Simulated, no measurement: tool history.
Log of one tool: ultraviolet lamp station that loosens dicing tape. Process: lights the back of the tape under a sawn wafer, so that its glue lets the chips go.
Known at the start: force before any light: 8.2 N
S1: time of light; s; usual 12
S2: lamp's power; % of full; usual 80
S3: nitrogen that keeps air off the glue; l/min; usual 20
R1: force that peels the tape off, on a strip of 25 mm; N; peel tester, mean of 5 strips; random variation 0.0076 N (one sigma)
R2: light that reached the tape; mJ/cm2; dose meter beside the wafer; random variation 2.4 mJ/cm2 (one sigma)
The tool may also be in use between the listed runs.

run   hour  S1  S2  S3     R1   R2
  1    0.0  12  80  20  0.344  244
  2   19.6  12  80  20  0.346  248
  3   51.7  12  80  20  0.342  243
  4   81.9  20  80  20  0.202  402
  5  113.8  20  80  20  0.191  395
  6  137.5  20  80  20  0.196  389
     140.7  -- window cleaned of glue's vapour
  7  151.8  12  80  20  0.355  232
  8  171.3   9  80  20  0.669  176
  9  202.2  12  80  20  0.375  232
 10  218.8  11  67  10  0.935  178
 11  248.0  16  99  32  0.203  378
     252.4  -- window cleaned of glue's vapour, once more
 12  265.5  16  99  32  0.191  396
 13  288.7  16  67  24  0.280  270
 14  302.0   9  75  17  0.746  171
 15  331.7   9  75  21  0.653  169
 16  363.0  17  85  20  0.213  358
 17  389.6  17  85  20  0.210  360

3 ways to go on from here, each from the tool as it stands after run 17. What would each give?
  A  411.4   6  69  22   ?   ?
  B  411.4  20  71   9   ?   ?
  C  411.4  12  80  21   ?   ?

run     R1   R2
  A  1.674  101
  B  0.266  352
  C  0.341  236
Without the tool's hidden state the same runs would have given:
run     R1   R2
  A  1.353  115
  B  0.227  402
  C  0.274  270
